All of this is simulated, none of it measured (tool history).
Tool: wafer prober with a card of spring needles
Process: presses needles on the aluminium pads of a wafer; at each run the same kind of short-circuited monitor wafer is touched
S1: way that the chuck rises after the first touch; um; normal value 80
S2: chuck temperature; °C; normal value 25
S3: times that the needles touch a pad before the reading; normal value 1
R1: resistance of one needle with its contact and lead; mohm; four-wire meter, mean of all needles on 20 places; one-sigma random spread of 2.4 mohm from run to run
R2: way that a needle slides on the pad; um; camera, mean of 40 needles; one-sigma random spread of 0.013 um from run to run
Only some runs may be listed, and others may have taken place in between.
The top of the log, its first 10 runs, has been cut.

-- day=12.042 tips cleaned on abrasive film
run 11 day=12.392 | S1=80 S2=25 S3=1 | R1=300 R2=11.2
-- day=12.896 tips cleaned on abrasive film
run 12 day=13.1 | S1=80 S2=25 S3=1 | R1=286 R2=11.19
-- day=13.783 tips cleaned on abrasive film
run 13 day=14.125 | S1=80 S2=25 S3=1 | R1=297 R2=11.2
-- day=14.675 tips cleaned on abrasive film
run 14 day=15.271 | S1=80 S2=25 S3=1 | R1=303 R2=11.16
-- day=15.542 tips cleaned on abrasive film
-- day=16.4 tips cleaned on abrasive film
run 15 day=16.888 | S1=80 S2=25 S3=1 | R1=306 R2=11.13
-- day=17.254 tips cleaned on abrasive film
-- day=18.079 tips cleaned on abrasive film
run 16 day=18.079 | S1=80 S2=25 S3=1 | R1=273 R2=11.12
-- day=18.921 tips cleaned on abrasive film
run 17 day=19.358 | S1=69 S2=25 S3=2 | R1=295 R2=9.58
-- day=19.779 tips cleaned on abrasive film
run 18 day=20.371 | S1=86 S2=90 S3=3 | R1=301 R2=11.93
-- day=20.608 tips cleaned on abrasive film
-- day=21.446 tips cleaned on abrasive film
run 19 day=21.692 | S1=86 S2=90 S3=3 | R1=293 R2=11.93
-- day=22.362 tips cleaned on abrasive film
run 20 day=23.142 | S1=80 S2=52 S3=2 | R1=305 R2=11.07
-- day=23.25 tips cleaned on abrasive film
-- day=24.175 tips cleaned on abrasive film
run 21 day=24.725 | S1=80 S2=69 S3=1 | R1=317 R2=11.04
-- day=25.104 tips cleaned on abrasive film
-- day=25.925 tips cleaned on abrasive film
run 22 day=26.104 | S1=70 S2=55 S3=3 | R1=291 R2=9.63
-- day=26.779 tips cleaned on abrasive film
run 23 day=26.796 | S1=70 S2=118 S3=1 | R1=307 R2=9.6
-- day=27.154 height of the first contact set anew
-- day=27.633 tips cleaned on abrasive film
run 24 day=28.067 | S1=86 S2=118 S3=3 | R1=309 R2=12.06
-- day=28.475 tips cleaned on abrasive film
run 25 day=29.171 | S1=83 S2=122 S3=2 | R1=323 R2=11.64
-- day=29.429 tips cleaned on abrasive film
run 26 day=30.154 | S1=83 S2=122 S3=2 | R1=320 R2=11.66
-- day=30.283 tips cleaned on abrasive film
run 27 day=31.05 | S1=83 S2=122 S3=2 | R1=324 R2=11.62
-- day=31.183 tips cleaned on abrasive film
-- day=32.05 tips cleaned on abrasive film
run 28 day=32.312 | S1=90 S2=33 S3=2 | R1=282 R2=12.58
-- day=32.996 tips cleaned on abrasive film
run 29 day=33.429 | S1=90 S2=33 S3=2 | R1=290 R2=12.56
-- day=33.862 tips cleaned on abrasive film
run 30 day=34.6 | S1=90 S2=26 S3=2 | R1=290 R2=12.58
-- day=34.721 tips cleaned on abrasive film
-- day=35.542 tips cleaned on abrasive film
run 31 day=35.992 | S1=84 S2=97 S3=3 | R1=308 R2=11.67

Below are 3 alternative next runs, each starting from the tool's condition after run 31. Predict each:
-- day=36.45 tips cleaned on abrasive film
run A day=36.683 | S1=84 S2=40 S3=3 | R1=? R2=?
-- day=36.45 tips cleaned on abrasive film
run B day=36.683 | S1=66 S2=97 S3=3 | R1=? R2=?
-- day=36.45 tips cleaned on abrasive film
run C day=36.683 | S1=80 S2=43 S3=3 | R1=? R2=?

run=A R1=288 R2=11.68
run=B R1=309 R2=9.12
run=C R1=284 R2=11.11
The same runs, with their run-to-run variation unchanged, on a tool lacking any hidden condition would have given:
run=A R1=278 R2=11.8
run=B R1=295 R2=9.25
run=C R1=273 R2=11.24

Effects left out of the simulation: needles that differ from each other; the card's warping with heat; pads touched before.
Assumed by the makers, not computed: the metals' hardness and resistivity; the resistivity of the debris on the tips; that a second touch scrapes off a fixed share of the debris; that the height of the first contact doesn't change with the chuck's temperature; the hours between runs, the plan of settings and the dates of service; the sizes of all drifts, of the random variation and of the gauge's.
